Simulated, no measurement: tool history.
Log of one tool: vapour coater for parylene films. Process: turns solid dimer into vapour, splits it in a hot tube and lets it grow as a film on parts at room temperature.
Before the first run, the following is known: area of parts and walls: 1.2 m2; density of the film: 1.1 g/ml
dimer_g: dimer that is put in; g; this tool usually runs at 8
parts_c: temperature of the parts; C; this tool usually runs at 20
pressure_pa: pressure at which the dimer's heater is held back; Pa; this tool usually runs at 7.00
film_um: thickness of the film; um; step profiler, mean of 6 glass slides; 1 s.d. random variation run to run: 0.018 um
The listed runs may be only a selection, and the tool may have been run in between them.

Run 1, hour 0.0: usual settings. Result: film_um 2.71 um.
Run 2, hour 33.7: usual settings. Result: film_um 2.70 um.
Run 3, hour 81.9: usual settings. Result: film_um 2.68 um.
Run 4, hour 128.9: usual settings. Result: film_um 2.68 um.
Run 5, hour 169.6: usual settings. Result: film_um 2.64 um.
Run 6, hour 190.5: usual settings. Result: film_um 2.67 um.
Run 7, hour 232.1: usual settings. Result: film_um 2.68 um.
Run 8, hour 265.0: usual settings. Result: film_um 2.68 um.
Run 9, hour 306.0: usual settings. Result: film_um 2.68 um.
Run 10, hour 348.2: usual settings. Result: film_um 2.67 um.
Run 11, hour 386.7: usual settings. Result: film_um 2.66 um.
Run 12, hour 411.1: usual settings. Result: film_um 2.68 um.
Run 13, hour 452.8: usual settings but pressure_pa 2.07 Pa. Result: film_um 3.22 um.
Run 14, hour 480.3: usual settings but dimer_g 13 g. Result: film_um 4.35 um.
Run 15, hour 513.1: usual settings but dimer_g 13 g. Result: film_um 4.30 um.
Run 16, hour 534.5: usual settings. Result: film_um 2.66 um.
Run 17, hour 575.9: usual settings but parts_c 22 C. Result: film_um 2.53 um.
Run 18, hour 621.1: usual settings but parts_c 22 C. Result: film_um 2.54 um.
Run 19, hour 659.2: usual settings but parts_c 22 C. Result: film_um 2.55 um.
Run 20, hour 682.8: usual settings but parts_c 22 C. Result: film_um 2.57 um.
Run 21, hour 726.4: usual settings but parts_c 22 C. Result: film_um 2.57 um.
Run 22, hour 775.2: usual settings but parts_c 22 C. Result: film_um 2.55 um.
Run 23, hour 812.9: usual settings but parts_c 22 C. Result: film_um 2.57 um.
Run 24, hour 846.0: usual settings but dimer_g 12 g. Result: film_um 4.01 um.
Run 25, hour 876.6: usual settings but parts_c 21 C. Result: film_um 2.61 um.
Run 26, hour 907.3: usual settings but parts_c 21 C. Result: film_um 2.62 um.
Run 27, hour 940.8: usual settings but parts_c 21 C. Result: film_um 2.63 um.
Run 28, hour 989.9: usual settings but parts_c 18 C. Result: film_um 2.79 um.
Run 29, hour 1019.9: usual settings but parts_c 21 C. Result: film_um 2.63 um.
Run 30, hour 1068.6: usual settings but parts_c 21 C. Result: film_um 2.61 um.
Run 31, hour 1107.2: usual settings but parts_c 17 C. Result: film_um 2.88 um.
Run 32, hour 1148.4: usual settings but dimer_g 4 g, parts_c 30 C, pressure_pa 9.87 Pa. Result: film_um 1.03 um.
Run 33, hour 1177.6: usual settings but dimer_g 4 g, parts_c 30 C, pressure_pa 9.87 Pa. Result: film_um 0.99 um.
Run 34, hour 1223.0: usual settings but dimer_g 12 g, parts_c 23 C, pressure_pa 3.05 Pa. Result: film_um 4.26 um.
Run 35, hour 1249.9: usual settings but dimer_g 12 g, parts_c 27 C, pressure_pa 3.83 Pa. Result: film_um 3.76 um.
Run 36, hour 1293.7: usual settings but dimer_g 6 g, parts_c 27 C, pressure_pa 2.09 Pa. Result: film_um 2.05 um.
Run 37, hour 1329.4: usual settings but dimer_g 14 g. Result: film_um 4.70 um.
Run 38, hour 1377.6: usual settings but dimer_g 14 g. Result: film_um 4.63 um.
Run 39, hour 1402.0: usual settings but parts_c 14 C. Result: film_um 3.06 um.
Run 40, hour 1433.9: usual settings but parts_c 14 C. Result: film_um 3.04 um.
Run 41, hour 1460.4: usual settings but dimer_g 7 g, parts_c 15 C, pressure_pa 3.41 Pa. Result: film_um 2.92 um.
Run 42, hour 1483.0: usual settings but dimer_g 4 g, parts_c 15 C, pressure_pa 3.75 Pa. Result: film_um 1.66 um.
Run 43, hour 1513.3: usual settings but dimer_g 4 g, parts_c 19 C, pressure_pa 2.59 Pa. Result: film_um 1.60 um.
Run 44, hour 1535.0: usual settings but dimer_g 4 g, parts_c 16 C, pressure_pa 11.56 Pa. Result: film_um 1.37 um.
Run 45, hour 1571.3: usual settings but dimer_g 6 g, parts_c 30 C, pressure_pa 4.16 Pa. Result: film_um 1.73 um.
Run 46, hour 1601.8: usual settings but parts_c 18 C. Result: film_um 2.82 um.
Run 47, hour 1638.4: usual settings but dimer_g 6 g, parts_c 16 C, pressure_pa 2.82 Pa. Result: film_um 2.53 um.

Between the runs listed above, the log contained 3 entries, not reproduced here. Where in the sequence does each belong, and how does what the log doesn't record of the tool's condition differ from the listed run before to the listed run after?
After run 10, before run 11: table's thermometer calibrated (hour 385.7)
  true temperature of the parts over the reading, C: -0.04 -> 0
After run 21, before run 22: trap's valve overhauled (hour 745.3)
  vapour lost through the trap's worn valve, %: 0.3 -> 0
After run 44, before run 45: trap's valve overhauled (hour 1566.0)
  vapour lost through the trap's worn valve, %: 0.3 -> 0
